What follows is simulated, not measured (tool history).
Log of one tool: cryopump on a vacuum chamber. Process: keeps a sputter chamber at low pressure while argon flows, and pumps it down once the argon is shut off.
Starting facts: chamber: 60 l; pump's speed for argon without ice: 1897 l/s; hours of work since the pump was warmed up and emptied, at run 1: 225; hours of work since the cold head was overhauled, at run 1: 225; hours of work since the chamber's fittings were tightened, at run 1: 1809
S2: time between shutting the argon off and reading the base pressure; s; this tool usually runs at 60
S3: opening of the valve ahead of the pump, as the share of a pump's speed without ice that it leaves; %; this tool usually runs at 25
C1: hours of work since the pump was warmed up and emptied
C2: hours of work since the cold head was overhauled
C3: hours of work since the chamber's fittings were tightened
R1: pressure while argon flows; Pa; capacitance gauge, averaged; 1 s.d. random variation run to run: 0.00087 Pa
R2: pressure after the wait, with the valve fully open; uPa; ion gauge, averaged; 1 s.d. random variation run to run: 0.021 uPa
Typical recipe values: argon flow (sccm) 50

Run 1, hour 0: usual settings; C1 225; C2 225; C3 1809. Result: R1 0.1841 Pa, R2 2.32 uPa.
Run 2, hour 11.6: usual settings but argon flow (sccm) 41; C1 231; C2 231; C3 1815. Result: R1 0.1511 Pa, R2 2.33 uPa.
Run 3, hour 19.6: usual settings; C1 235; C2 235; C3 1819. Result: R1 0.1843 Pa, R2 2.39 uPa.
Run 4, hour 26.4: usual settings; C1 239; C2 239; C3 1823. Result: R1 0.1838 Pa, R2 2.3 uPa.
Run 5, hour 34: usual settings; C1 242; C2 242; C3 1827. Result: R1 0.1843 Pa, R2 2.39 uPa.
Run 6, hour 43.7: usual settings but argon flow (sccm) 48; C1 247; C2 247; C3 1832. Result: R1 0.1782 Pa, R2 2.37 uPa.
Run 7, hour 51.2: usual settings but argon flow (sccm) 48; C1 251; C2 251; C3 1836. Result: R1 0.177 Pa, R2 2.35 uPa.
Run 8, hour 64.8: usual settings but S3 32 %; C1 258; C2 258; C3 1843. Result: R1 0.1457 Pa, R2 2.39 uPa.
Run 9, hour 77.9: usual settings but S3 32 %; C1 265; C2 265; C3 1849. Result: R1 0.1452 Pa, R2 2.41 uPa.
Run 10, hour 88.3: usual settings; C1 271; C2 271; C3 1855. Result: R1 0.1827 Pa, R2 2.37 uPa.
Run 11, hour 101.8: usual settings; C1 278; C2 278; C3 1862. Result: R1 0.1857 Pa, R2 2.43 uPa.
Run 12, hour 108.1: usual settings but argon flow (sccm) 99, S2 67 s, S3 19 %; C1 281; C2 281; C3 1865. Result: R1 0.4766 Pa, R2 2.41 uPa.
Run 13, hour 120.6: usual settings but argon flow (sccm) 99, S2 67 s, S3 19 %; C1 287; C2 287; C3 1872. Result: R1 0.4804 Pa, R2 2.42 uPa.
Run 14, hour 133.3: usual settings but argon flow (sccm) 56, S2 200 s, S3 54 %; C1 294; C2 294; C3 1878. Result: R1 0.1011 Pa, R2 2.32 uPa.
Run 15, hour 144.7: usual settings but argon flow (sccm) 37, S2 165 s; C1 300; C2 300; C3 1884. Result: R1 0.1392 Pa, R2 2.24 uPa.
Run 16, hour 157.1: usual settings but argon flow (sccm) 21, S2 78 s, S3 20 %; C1 306; C2 306; C3 1890. Result: R1 0.097 Pa, R2 2.44 uPa.
Run 17, hour 164: usual settings but argon flow (sccm) 77, S2 63 s; C1 310; C2 310; C3 1894. Result: R1 0.286 Pa, R2 2.47 uPa.
Run 18, hour 174.5: usual settings but argon flow (sccm) 42, S2 292 s, S3 42 %; C1 315; C2 315; C3 1899. Result: R1 0.0954 Pa, R2 2.29 uPa.
Run 19, hour 187: usual settings but argon flow (sccm) 46, S2 35 s, S3 42 %; C1 322; C2 322; C3 1906. Result: R1 0.104 Pa, R2 2.84 uPa.
Run 20, hour 201.5: usual settings but argon flow (sccm) 77, S3 33 %; C1 329; C2 329; C3 1913. Result: R1 0.2198 Pa, R2 2.48 uPa.
Run 21, hour 207.8: usual settings but argon flow (sccm) 77, S2 200 s, S3 35 %; C1 332; C2 332; C3 1917. Result: R1 0.2084 Pa, R2 2.39 uPa.
Run 22, hour 218.2: usual settings but argon flow (sccm) 56, S2 48 s; C1 338; C2 338; C3 1922. Result: R1 0.2079 Pa, R2 2.64 uPa.

3 ways to go on from here, each from the tool as it stands after run 22. What would each give?
Run A, hour 228.7: usual settings but argon flow (sccm) 26, S2 57 s; C1 343; C2 343; C3 1927. Result: R1 ?, R2 ?.
Run B, hour 228.7: usual settings but argon flow (sccm) 21, S2 50 s, S3 59 %; C1 343; C2 343; C3 1927. Result: R1 ?, R2 ?.
Run C, hour 228.7: usual settings but argon flow (sccm) 72, S2 28 s, S3 31 %; C1 343; C2 343; C3 1927. Result: R1 ?, R2 ?.

run      R1    R2
  A  0.0962  2.48
  B  0.0353  2.71
  C  0.2184  2.89
What these runs would have given with no unlogged condition in the tool:
run      R1    R2
  A  0.0919   0.4
  B  0.0319  0.55
  C  0.2065  0.76

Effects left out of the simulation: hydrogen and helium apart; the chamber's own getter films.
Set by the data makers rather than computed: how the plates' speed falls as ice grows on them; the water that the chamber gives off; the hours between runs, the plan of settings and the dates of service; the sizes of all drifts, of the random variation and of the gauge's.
